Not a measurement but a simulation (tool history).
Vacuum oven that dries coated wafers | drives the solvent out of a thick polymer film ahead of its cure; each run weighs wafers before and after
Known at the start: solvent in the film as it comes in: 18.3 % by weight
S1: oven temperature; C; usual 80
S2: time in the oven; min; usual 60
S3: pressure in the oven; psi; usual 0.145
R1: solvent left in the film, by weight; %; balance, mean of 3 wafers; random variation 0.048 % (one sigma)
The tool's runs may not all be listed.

run,day,S1,S2,S3,R1
1,0.000,80,60,0.145,2.49
2,1.142,80,59,0.145,2.67
3,1.862,80,59,0.145,2.61
4,2.792,80,59,0.145,2.64
5,3.338,74,60,0.145,4.36
6,4.275,80,60,0.078,2.23
7,5.400,80,62,0.145,2.36
8,5.975,80,62,0.145,2.39
9,6.954,80,62,0.145,2.43
10,7.592,80,62,0.145,2.43
11,8.354,68,60,0.145,6.53
12,8.888,80,60,0.145,2.65
13,9.962,91,42,0.145,1.36
14,10.521,91,42,0.145,1.27
15,11.688,91,42,0.145,1.35
16,12.338,91,42,0.145,1.24
17,13.392,77,68,0.326,3.73
18,14.475,77,68,0.326,3.83
19,15.238,85,60,0.145,1.37
20,16.167,77,35,0.312,6.64
21,16.633,74,60,0.374,5.75
22,17.208,74,60,0.374,5.58
23,18.233,74,68,0.151,3.77
24,18.946,86,32,0.219,3.73

5 ways to go on from here, each from the tool as it stands after run 24. What would each give?
A,20.112,67,61,0.219,?
B,20.112,86,45,0.091,?
C,20.112,86,99,0.219,?
D,20.112,87,43,0.145,?
E,20.112,93,35,0.225,?

run,R1
A,7.29
B,1.90
C,0.98
D,1.94
E,1.68
Without the tool's hidden state the same runs would have given:
run,R1
A,7.29
B,1.89
C,0.98
D,1.94
E,1.68

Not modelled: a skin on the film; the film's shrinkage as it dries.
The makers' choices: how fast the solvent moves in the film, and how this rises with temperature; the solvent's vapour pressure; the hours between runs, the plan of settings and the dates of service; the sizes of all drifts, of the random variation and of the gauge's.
